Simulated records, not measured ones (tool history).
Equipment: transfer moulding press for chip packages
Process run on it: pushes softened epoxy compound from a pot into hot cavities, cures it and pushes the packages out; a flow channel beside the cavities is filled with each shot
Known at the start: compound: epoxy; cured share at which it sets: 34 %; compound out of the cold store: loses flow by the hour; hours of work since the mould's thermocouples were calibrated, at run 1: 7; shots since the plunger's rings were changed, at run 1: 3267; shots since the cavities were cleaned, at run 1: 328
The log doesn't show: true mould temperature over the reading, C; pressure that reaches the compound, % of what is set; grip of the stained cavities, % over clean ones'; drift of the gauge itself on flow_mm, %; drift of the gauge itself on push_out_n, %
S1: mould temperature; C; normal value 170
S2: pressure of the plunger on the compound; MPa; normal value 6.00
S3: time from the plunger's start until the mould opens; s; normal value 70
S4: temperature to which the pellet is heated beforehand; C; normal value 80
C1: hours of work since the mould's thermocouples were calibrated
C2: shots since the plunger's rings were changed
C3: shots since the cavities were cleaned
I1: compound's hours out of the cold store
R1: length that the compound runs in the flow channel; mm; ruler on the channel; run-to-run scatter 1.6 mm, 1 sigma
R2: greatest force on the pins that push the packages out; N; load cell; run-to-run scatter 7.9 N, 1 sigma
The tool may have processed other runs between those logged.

run   hour   S1    S2  S3  S4   C1    C2   C3    I1   R1   R2
  1    0.0  170  6.00  70  80    7  3267  328  24.9  743  472
  2    5.6  170  6.00  70  80   11  3344  405  39.2  703  509
       7.6  -- cavities cleaned with cleaning compound and waxed
  3   15.4  170  6.00  70  80   16  3458  107  42.1  697  558
  4   23.4  170  6.00  77  80   21  3567  216  11.6  777  508
  5   30.9  170  6.00  77  80   26  3670  319  23.0  743  536
      38.9  -- cavities cleaned with cleaning compound and waxed
  6   38.9  170  6.00  71  80   30  3760    0  28.9  728  323
  7   47.9  170  6.00  71  80   36  3883  123  36.2  709  369
      54.3  -- cavities cleaned with cleaning compound and waxed, once more
  8   55.0  170  6.00  67  80   39  3960   10  15.3  763  394
  9   63.7  170  6.00  67  80   45  4079  129  14.6  762  481
 10   70.4  170  6.00  70  80   49  4172  222  12.3  770  445
 11   77.6  170  6.00  70  80   54  4270  320  36.2  707  472
      85.7  -- cavities cleaned with cleaning compound and waxed
 12   86.2  170  6.00  70  80   58  4368    6  26.4  731  338
 13   90.5  170  7.01  70  80   61  4427   65  10.4  833  398
 14   96.3  170  7.01  70  80   65  4506  144  28.6  782  409
 15  102.5  164  6.00  70  80   69  4592  230  20.5  759  696
 16  111.4  164  5.27  70  90   74  4714  352  17.6  714  737
     117.4  -- cavities cleaned with cleaning compound and waxed
 17  121.3  167  4.87  70  89   80  4830   53  14.2  690  432
 18  127.0  170  6.00  70  76   83  4908  131  11.4  764  427
     132.7  -- plunger's sealing rings changed
 19  134.7  170  4.59  54  86   87    29  203  38.7  632  824
 20  140.0  163  7.35  63  79   90   101  275  38.2  820  956
 21  147.8  174  4.92  70  74   95   208  382  14.3  704  421
     151.5  -- cavities cleaned with cleaning compound and waxed
 22  157.4  168  6.00  70  75  100   319   81  34.8  736  425
 23  162.6  174  6.00  70  73  103   390  152   9.5  792  356
 24  168.7  170  5.67  53  80  107   474  236  45.9  683  919
 25  174.3  175  5.67  63  79  111   551  313  31.5  703  444
 26  179.4  175  5.67  63  79  114   621  383  38.8  691  467
     183.5  -- cavities cleaned with cleaning compound and waxed
 27  186.5  169  7.27  76  79  118   698   41  32.1  811  321
 28  195.3  169  7.27  76  79  123   820  163  16.2  862  398
 29  200.3  163  6.00  70  80  126   888  231  27.4  762  720

For some of the steps in R1 from one run to the next: how much would appear even if the tool had no hidden state, given the settings, what came in and random variation, and how much remains for the hidden state plus any gauge scatter that the measured result and the result without hidden state don't share?
Run 12 -> 13: S2 6.00 -> 7.01. R1 +102 mm: hidden state -4, all else +106.
Run 18 -> 19: S2 6.00 -> 4.59, S3 70 -> 54, S4 76 -> 86, plunger's sealing rings changed. R1 -132 mm: hidden state +29, all else -161.
Run 19 -> 20: S1 170 -> 163, S2 4.59 -> 7.35, S3 54 -> 63, S4 86 -> 79. R1 +188 mm: hidden state -1, all else +189.
